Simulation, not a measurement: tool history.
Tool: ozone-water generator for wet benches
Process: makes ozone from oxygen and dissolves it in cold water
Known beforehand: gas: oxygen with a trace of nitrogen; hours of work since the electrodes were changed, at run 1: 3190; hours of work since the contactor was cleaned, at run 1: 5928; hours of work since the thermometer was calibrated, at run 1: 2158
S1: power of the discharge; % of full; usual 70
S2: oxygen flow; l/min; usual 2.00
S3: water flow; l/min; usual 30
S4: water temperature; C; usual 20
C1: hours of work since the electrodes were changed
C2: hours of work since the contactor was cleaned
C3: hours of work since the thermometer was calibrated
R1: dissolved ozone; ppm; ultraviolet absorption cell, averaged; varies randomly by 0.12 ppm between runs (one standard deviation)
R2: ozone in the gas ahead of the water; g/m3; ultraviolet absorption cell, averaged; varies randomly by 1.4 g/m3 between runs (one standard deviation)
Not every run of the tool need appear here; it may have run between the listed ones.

| run | hour | S1 | S2 | S3 | S4 | C1 | C2 | C3 | R1 | R2 |
|---|---|---|---|---|---|---|---|---|---|---|
| 1 | 0.0 | 70 | 2.00 | 30 | 20 | 3190 | 5928 | 2158 | 9.9 | 225.5 |
| 2 | 96.0 | 70 | 2.00 | 30 | 20 | 3255 | 5993 | 2223 | 9.9 | 229.4 |
| 3 | 188.6 | 41 | 2.00 | 30 | 20 | 3317 | 6055 | 2286 | 6.5 | 144.5 |
| 4 | 295.3 | 70 | 1.78 | 30 | 20 | 3389 | 6128 | 2358 | 9.6 | 239.3 |
| 5 | 377.8 | 70 | 1.78 | 25 | 20 | 3445 | 6183 | 2413 | 11.4 | 236.6 |
| 6 | 454.7 | 70 | 1.78 | 25 | 20 | 3497 | 6235 | 2465 | 11.3 | 238.0 |
| 7 | 594.1 | 70 | 1.78 | 25 | 20 | 3591 | 6329 | 2560 | 11.3 | 234.8 |
| 8 | 668.9 | 70 | 1.78 | 25 | 20 | 3642 | 6380 | 2610 | 11.6 | 235.2 |
| 9 | 789.6 | 70 | 1.78 | 25 | 20 | 3723 | 6462 | 2692 | 11.5 | 235.4 |
| 10 | 938.9 | 83 | 1.78 | 25 | 20 | 3824 | 6562 | 2793 | 12.7 | 266.8 |
|  | 951.7 | water thermometer calibrated |
| 11 | 1015.4 | 83 | 1.78 | 25 | 20 | 3876 | 6614 | 43 | 12.7 | 265.3 |
| 12 | 1081.4 | 83 | 1.78 | 25 | 20 | 3920 | 6658 | 88 | 12.9 | 264.6 |
| 13 | 1160.5 | 70 | 2.00 | 30 | 20 | 3974 | 6712 | 141 | 9.5 | 220.4 |
| 14 | 1245.5 | 70 | 2.00 | 30 | 20 | 4031 | 6769 | 199 | 9.6 | 220.4 |
| 15 | 1348.1 | 70 | 2.68 | 18 | 20 | 4100 | 6839 | 268 | 17.4 | 194.7 |
|  | 1358.4 | contactor cleaned |
| 16 | 1466.2 | 70 | 2.68 | 18 | 20 | 4177 | 73 | 345 | 16.9 | 191.8 |
| 17 | 1529.5 | 70 | 2.68 | 18 | 20 | 4220 | 116 | 388 | 16.8 | 191.0 |
|  | 1634.2 | contactor cleaned, once more |
| 18 | 1656.7 | 70 | 2.00 | 40 | 15 | 4303 | 15 | 471 | 7.2 | 219.9 |
| 19 | 1799.4 | 70 | 2.38 | 27 | 13 | 4400 | 112 | 567 | 12.1 | 202.7 |
| 20 | 1875.9 | 48 | 2.00 | 30 | 20 | 4452 | 163 | 619 | 7.0 | 162.2 |
| 21 | 1968.3 | 48 | 2.00 | 30 | 20 | 4514 | 226 | 682 | 7.2 | 160.0 |
| 22 | 2049.1 | 80 | 1.44 | 35 | 20 | 4569 | 280 | 736 | 7.7 | 277.7 |
| 23 | 2151.9 | 80 | 3.55 | 37 | 20 | 4638 | 350 | 806 | 10.2 | 183.4 |
| 24 | 2270.0 | 70 | 1.46 | 30 | 13 | 4718 | 430 | 885 | 8.5 | 246.5 |
| 25 | 2362.8 | 70 | 1.46 | 30 | 13 | 4781 | 492 | 948 | 8.5 | 245.8 |

Below, some changes in R1 between adjacent runs. For each, the amount present without the hidden state too (settings, incoming material, random variation) and the amount remaining for the hidden state with gauge scatter not shared by both compared results:
What the log doesn't record here: yield of the discharge, % of new electrodes'; contactor's efficiency, % of a clean one's; true water temperature over the reading, C; drift of the gauge itself on ozone_ppm, %; drift of the gauge itself on gas_g_m3, %.
Run 14 -> 15: S2 2.00 -> 2.68, S3 30 -> 18. R1 +7.8 ppm: hidden state -1.3, all else +9.1.
Run 17 -> 18: S2 2.68 -> 2.00, S3 18 -> 40, S4 20 -> 15, contactor cleaned, once more. R1 -9.6 ppm: hidden state +2.2, all else -11.8.
